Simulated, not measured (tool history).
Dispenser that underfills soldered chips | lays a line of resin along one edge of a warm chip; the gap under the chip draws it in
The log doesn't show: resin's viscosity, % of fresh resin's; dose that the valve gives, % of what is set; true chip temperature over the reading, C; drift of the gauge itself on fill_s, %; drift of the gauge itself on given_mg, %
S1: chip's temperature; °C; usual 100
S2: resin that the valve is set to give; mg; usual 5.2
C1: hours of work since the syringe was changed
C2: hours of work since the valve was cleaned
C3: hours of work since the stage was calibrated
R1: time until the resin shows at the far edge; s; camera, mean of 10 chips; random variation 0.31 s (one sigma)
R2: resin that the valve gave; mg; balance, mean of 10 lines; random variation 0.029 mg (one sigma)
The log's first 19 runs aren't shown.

run,hour,S1,S2,C1,C2,C3,R1,R2
# hour 71.7: new syringe of resin
20,73.9,98,6.11,1,10,115,11.4,6.08
21,76.6,103,4.77,3,12,116,11.3,4.72
22,79.7,103,4.77,5,14,118,12.5,4.72
23,81.7,100,6.54,7,15,120,13.4,6.42
24,84.2,100,6.54,8,17,121,14.8,6.48
# hour 86.4: new syringe of resin
25,89.3,100,6.54,2,20,125,11,6.52
26,93.8,86,5.2,5,23,128,24.3,5.09
27,98.2,100,5.99,8,26,131,14.3,5.93
# hour 101: new syringe of resin
28,102.1,100,4.58,1,29,133,11.3,4.5
29,106.4,100,4.58,4,32,136,12.6,4.49
30,108.6,109,4.96,5,33,137,9,4.89

Forecast each of these 3 alternatives for the next run:
A,113.2,101,4.54,8,36,141,?,?
B,113.2,105,5.2,8,36,141,?,?
C,113.2,100,4.81,8,36,141,?,?

run,R1,R2
A,14.9,4.51
B,12.6,5.13
C,15.4,4.71
Without the tool's hidden state the same runs would have given:
run,R1,R2
A,9.2,4.6
B,8,5.23
C,9.6,4.81
